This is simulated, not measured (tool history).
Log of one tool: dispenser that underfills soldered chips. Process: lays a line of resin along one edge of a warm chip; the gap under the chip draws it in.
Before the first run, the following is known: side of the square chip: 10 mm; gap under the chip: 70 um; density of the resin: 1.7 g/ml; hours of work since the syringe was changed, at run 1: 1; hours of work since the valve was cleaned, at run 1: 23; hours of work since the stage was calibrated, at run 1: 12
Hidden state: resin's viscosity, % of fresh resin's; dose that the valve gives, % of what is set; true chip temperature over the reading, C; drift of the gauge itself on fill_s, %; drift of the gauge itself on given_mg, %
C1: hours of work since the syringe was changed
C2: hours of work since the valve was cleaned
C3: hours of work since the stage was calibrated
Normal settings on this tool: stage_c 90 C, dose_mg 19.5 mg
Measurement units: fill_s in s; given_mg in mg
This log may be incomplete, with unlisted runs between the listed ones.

run 1 day=0.000 | stage_c=90 dose_mg=19.5 | C1=1 C2=23 C3=12 | fill_s=42.9 given_mg=19.21
run 2 day=0.238 | stage_c=90 dose_mg=24.9 | C1=5 C2=27 C3=16 | fill_s=53.7 given_mg=24.48
-- day=0.321 new syringe of resin
run 3 day=0.408 | stage_c=94 dose_mg=24.9 | C1=1 C2=30 C3=19 | fill_s=35.0 given_mg=24.53
run 4 day=0.679 | stage_c=90 dose_mg=21.8 | C1=6 C2=34 C3=23 | fill_s=55.9 given_mg=21.27
-- day=0.733 new syringe of resin
run 5 day=0.971 | stage_c=90 dose_mg=21.8 | C1=4 C2=39 C3=28 | fill_s=50.2 given_mg=21.42
-- day=1.133 new syringe of resin
run 6 day=1.200 | stage_c=90 dose_mg=21.8 | C1=1 C2=43 C3=31 | fill_s=42.2 given_mg=21.15
run 7 day=1.454 | stage_c=90 dose_mg=22.7 | C1=5 C2=47 C3=36 | fill_s=53.1 given_mg=22.24
-- day=1.558 new syringe of resin
run 8 day=1.750 | stage_c=97 dose_mg=19.5 | C1=3 C2=52 C3=41 | fill_s=34.1 given_mg=18.81
-- day=1.967 new syringe of resin
run 9 day=2.042 | stage_c=87 dose_mg=19.5 | C1=1 C2=56 C3=45 | fill_s=50.9 given_mg=18.78
run 10 day=2.271 | stage_c=87 dose_mg=19.5 | C1=5 C2=60 C3=49 | fill_s=63.7 given_mg=18.69
-- day=2.379 new syringe of resin
run 11 day=2.604 | stage_c=87 dose_mg=19.5 | C1=4 C2=66 C3=55 | fill_s=58.5 given_mg=18.81
-- day=2.792 new syringe of resin
run 12 day=2.921 | stage_c=90 dose_mg=21.8 | C1=2 C2=71 C3=60 | fill_s=45.7 given_mg=20.82
run 13 day=3.125 | stage_c=90 dose_mg=21.8 | C1=6 C2=74 C3=63 | fill_s=55.5 given_mg=20.64
-- day=3.204 new syringe of resin
run 14 day=3.317 | stage_c=90 dose_mg=21.8 | C1=2 C2=77 C3=66 | fill_s=44.5 given_mg=20.81
run 15 day=3.579 | stage_c=90 dose_mg=18.3 | C1=6 C2=82 C3=70 | fill_s=58.8 given_mg=17.23
-- day=3.604 new syringe of resin
run 16 day=3.800 | stage_c=90 dose_mg=18.3 | C1=3 C2=85 C3=74 | fill_s=49.6 given_mg=17.22
run 17 day=3.954 | stage_c=90 dose_mg=18.3 | C1=6 C2=88 C3=77 | fill_s=57.5 given_mg=17.43
-- day=4.008 new syringe of resin
run 18 day=4.158 | stage_c=90 dose_mg=18.3 | C1=2 C2=91 C3=80 | fill_s=48.3 given_mg=17.07
-- day=4.288 dispensing valve cleaned and set on the balance
run 19 day=4.433 | stage_c=87 dose_mg=22.4 | C1=6 C2=2 C3=84 | fill_s=67.4 given_mg=22.36
-- day=4.467 new syringe of resin
run 20 day=4.712 | stage_c=87 dose_mg=22.4 | C1=4 C2=7 C3=88 | fill_s=59.0 given_mg=22.27
-- day=4.867 new syringe of resin
run 21 day=4.925 | stage_c=89 dose_mg=17.2 | C1=1 C2=10 C3=92 | fill_s=45.7 given_mg=17.19
run 22 day=5.133 | stage_c=89 dose_mg=17.2 | C1=5 C2=14 C3=95 | fill_s=55.6 given_mg=16.89
-- day=5.275 new syringe of resin
run 23 day=5.283 | stage_c=99 dose_mg=19.9 | C1=0 C2=16 C3=97 | fill_s=27.4 given_mg=19.86
run 24 day=5.504 | stage_c=99 dose_mg=19.9 | C1=4 C2=20 C3=101 | fill_s=32.5 given_mg=19.74
-- day=5.688 new syringe of resin
run 25 day=5.804 | stage_c=78 dose_mg=18.2 | C1=2 C2=25 C3=106 | fill_s=82.3 given_mg=17.80
-- day=6.108 new syringe of resin
run 26 day=6.108 | stage_c=95 dose_mg=21.2 | C1=0 C2=30 C3=111 | fill_s=32.6 given_mg=20.62
run 27 day=6.425 | stage_c=78 dose_mg=16.9 | C1=5 C2=35 C3=116 | fill_s=102.9 given_mg=16.47
-- day=6.504 new syringe of resin
run 28 day=6.588 | stage_c=78 dose_mg=16.9 | C1=1 C2=37 C3=119 | fill_s=83.3 given_mg=16.46
run 29 day=6.858 | stage_c=78 dose_mg=16.9 | C1=6 C2=42 C3=123 | fill_s=105.8 given_mg=16.42
-- day=6.917 new syringe of resin
run 30 day=7.150 | stage_c=91 dose_mg=25.2 | C1=4 C2=47 C3=128 | fill_s=48.8 given_mg=24.22
-- day=7.333 new syringe of resin
run 31 day=7.371 | stage_c=91 dose_mg=24.0 | C1=1 C2=50 C3=132 | fill_s=41.0 given_mg=23.31
run 32 day=7.583 | stage_c=89 dose_mg=20.9 | C1=4 C2=54 C3=135 | fill_s=53.8 given_mg=20.15
-- day=7.733 new syringe of resin
run 33 day=7.738 | stage_c=94 dose_mg=24.4 | C1=0 C2=56 C3=138 | fill_s=34.4 given_mg=23.41
run 34 day=7.883 | stage_c=90 dose_mg=18.2 | C1=3 C2=59 C3=140 | fill_s=47.9 given_mg=17.53
-- day=8.146 new syringe of resin
run 35 day=8.196 | stage_c=90 dose_mg=18.2 | C1=1 C2=64 C3=145 | fill_s=45.1 given_mg=17.33
run 36 day=8.517 | stage_c=92 dose_mg=22.5 | C1=6 C2=69 C3=150 | fill_s=54.0 given_mg=21.21

Hidden condition of the tool, last listed run before each entry between runs versus first listed run after:
Between runs 2 and 3: new syringe of resin (day 0.321)
  resin's viscosity, % of fresh resin's: 133.8 -> 108.5; dose that the valve gives, % of what is set: 98.55 -> 98.37; true chip temperature over the reading, C: 0.04 -> 0.02
  the result without the hidden state subtracted from the measured one, fill_s: +13.5 -> +2.7 s; given_mg: -0.36 -> -0.41 mg
Between runs 4 and 5: new syringe of resin (day 0.733)
  resin's viscosity, % of fresh resin's: 139 -> 123.9; dose that the valve gives, % of what is set: 98.05 -> 97.68; true chip temperature over the reading, C: 0 -> -0.03
  the result without the hidden state subtracted from the measured one, fill_s: +15.7 -> +9.8 s; given_mg: -0.42 -> -0.50 mg
Between runs 5 and 6: new syringe of resin (day 1.133)
  resin's viscosity, % of fresh resin's: 123.9 -> 106.2; dose that the valve gives, % of what is set: 97.68 -> 97.43; true chip temperature over the reading, C: -0.03 -> -0.05
  the result without the hidden state subtracted from the measured one, fill_s: +9.8 -> +2.6 s; given_mg: -0.50 -> -0.56 mg
Between runs 7 and 8: new syringe of resin (day 1.558)
  resin's viscosity, % of fresh resin's: 133.8 -> 117.3; dose that the valve gives, % of what is set: 97.12 -> 96.76; true chip temperature over the reading, C: -0.08 -> -0.11
  the result without the hidden state subtracted from the measured one, fill_s: +13.7 -> +5.3 s; given_mg: -0.66 -> -0.64 mg
Between runs 8 and 9: new syringe of resin (day 1.967)
  resin's viscosity, % of fresh resin's: 117.3 -> 108.5; dose that the valve gives, % of what is set: 96.76 -> 96.44; true chip temperature over the reading, C: -0.11 -> -0.14
  the result without the hidden state subtracted from the measured one, fill_s: +5.3 -> +4.5 s; given_mg: -0.64 -> -0.70 mg
Between runs 10 and 11: new syringe of resin (day 2.379)
  resin's viscosity, % of fresh resin's: 134 -> 122; dose that the valve gives, % of what is set: 96.17 -> 95.76; true chip temperature over the reading, C: -0.16 -> -0.2
  the result without the hidden state subtracted from the measured one, fill_s: +16.8 -> +11.3 s; given_mg: -0.74 -> -0.83 mg
Between runs 11 and 12: new syringe of resin (day 2.792)
  resin's viscosity, % of fresh resin's: 122 -> 112.7; dose that the valve gives, % of what is set: 95.76 -> 95.39; true chip temperature over the reading, C: -0.2 -> -0.23
  the result without the hidden state subtracted from the measured one, fill_s: +11.3 -> +5.7 s; given_mg: -0.83 -> -1.01 mg
Between runs 13 and 14: new syringe of resin (day 3.204)
  resin's viscosity, % of fresh resin's: 135.6 -> 110.9; dose that the valve gives, % of what is set: 95.13 -> 94.89; true chip temperature over the reading, C: -0.25 -> -0.27
  the result without the hidden state subtracted from the measured one, fill_s: +15.3 -> +5.0 s; given_mg: -1.06 -> -1.12 mg
Between runs 15 and 16: new syringe of resin (day 3.604)
  resin's viscosity, % of fresh resin's: 141 -> 120.3; dose that the valve gives, % of what is set: 94.56 -> 94.28; true chip temperature over the reading, C: -0.29 -> -0.31
  the result without the hidden state subtracted from the measured one, fill_s: +18.1 -> +9.3 s; given_mg: -0.99 -> -1.05 mg
Between runs 17 and 18: new syringe of resin (day 4.008)
  resin's viscosity, % of fresh resin's: 138 -> 115.7; dose that the valve gives, % of what is set: 94.09 -> 93.81; true chip temperature over the reading, C: -0.33 -> -0.34
  the result without the hidden state subtracted from the measured one, fill_s: +16.9 -> +7.7 s; given_mg: -1.08 -> -1.13 mg
Between runs 18 and 19: dispensing valve cleaned and set on the balance (day 4.288)
  resin's viscosity, % of fresh resin's: 115.7 -> 143.3; dose that the valve gives, % of what is set: 93.81 -> 99.65; true chip temperature over the reading, C: -0.34 -> -0.37
  the result without the hidden state subtracted from the measured one, fill_s: +7.7 -> +21.1 s; given_mg: -1.13 -> -0.08 mg
Between runs 19 and 20: new syringe of resin (day 4.467)
  resin's viscosity, % of fresh resin's: 143.3 -> 125.8; dose that the valve gives, % of what is set: 99.65 -> 99.32; true chip temperature over the reading, C: -0.37 -> -0.4
  the result without the hidden state subtracted from the measured one, fill_s: +21.1 -> +13.0 s; given_mg: -0.08 -> -0.16 mg
Between runs 20 and 21: new syringe of resin (day 4.867)
  resin's viscosity, % of fresh resin's: 125.8 -> 103.9; dose that the valve gives, % of what is set: 99.32 -> 99.07; true chip temperature over the reading, C: -0.4 -> -0.42
  the result without the hidden state subtracted from the measured one, fill_s: +13.0 -> +2.7 s; given_mg: -0.16 -> -0.16 mg
Between runs 22 and 23: new syringe of resin (day 5.275)
  resin's viscosity, % of fresh resin's: 125.9 -> 99.1; dose that the valve gives, % of what is set: 98.82 -> 98.66; true chip temperature over the reading, C: -0.44 -> -0.45
  the result without the hidden state subtracted from the measured one, fill_s: +12.5 -> +0.4 s; given_mg: -0.20 -> -0.27 mg
Between runs 24 and 25: new syringe of resin (day 5.688)
  resin's viscosity, % of fresh resin's: 121 -> 111.7; dose that the valve gives, % of what is set: 98.37 -> 97.99; true chip temperature over the reading, C: -0.48 -> -0.51
  the result without the hidden state subtracted from the measured one, fill_s: +6.4 -> +10.7 s; given_mg: -0.33 -> -0.37 mg
Between runs 25 and 26: new syringe of resin (day 6.108)
  resin's viscosity, % of fresh resin's: 111.7 -> 99.9; dose that the valve gives, % of what is set: 97.99 -> 97.62; true chip temperature over the reading, C: -0.51 -> -0.54
  the result without the hidden state subtracted from the measured one, fill_s: +10.7 -> +0.8 s; given_mg: -0.37 -> -0.51 mg
Between runs 27 and 28: new syringe of resin (day 6.504)
  resin's viscosity, % of fresh resin's: 133.8 -> 107.3; dose that the valve gives, % of what is set: 97.26 -> 97.09; true chip temperature over the reading, C: -0.57 -> -0.59
  the result without the hidden state subtracted from the measured one, fill_s: +28.6 -> +8.4 s; given_mg: -0.47 -> -0.49 mg
Between runs 29 and 30: new syringe of resin (day 6.917)
  resin's viscosity, % of fresh resin's: 137.7 -> 125.1; dose that the valve gives, % of what is set: 96.74 -> 96.41; true chip temperature over the reading, C: -0.62 -> -0.65
  the result without the hidden state subtracted from the measured one, fill_s: +31.8 -> +11.0 s; given_mg: -0.55 -> -0.90 mg
Between runs 30 and 31: new syringe of resin (day 7.333)
  resin's viscosity, % of fresh resin's: 125.1 -> 103.1; dose that the valve gives, % of what is set: 96.41 -> 96.17; true chip temperature over the reading, C: -0.65 -> -0.67
  the result without the hidden state subtracted from the measured one, fill_s: +11.0 -> +2.5 s; given_mg: -0.90 -> -0.93 mg
Between runs 32 and 33: new syringe of resin (day 7.733)
  resin's viscosity, % of fresh resin's: 125.2 -> 100.8; dose that the valve gives, % of what is set: 95.91 -> 95.73; true chip temperature over the reading, C: -0.7 -> -0.71
  the result without the hidden state subtracted from the measured one, fill_s: +12.5 -> +1.4 s; given_mg: -0.86 -> -1.04 mg
Between runs 34 and 35: new syringe of resin (day 8.146)
  resin's viscosity, % of fresh resin's: 115.2 -> 105.8; dose that the valve gives, % of what is set: 95.57 -> 95.19; true chip temperature over the reading, C: -0.73 -> -0.76
  the result without the hidden state subtracted from the measured one, fill_s: +8.0 -> +4.3 s; given_mg: -0.81 -> -0.88 mg

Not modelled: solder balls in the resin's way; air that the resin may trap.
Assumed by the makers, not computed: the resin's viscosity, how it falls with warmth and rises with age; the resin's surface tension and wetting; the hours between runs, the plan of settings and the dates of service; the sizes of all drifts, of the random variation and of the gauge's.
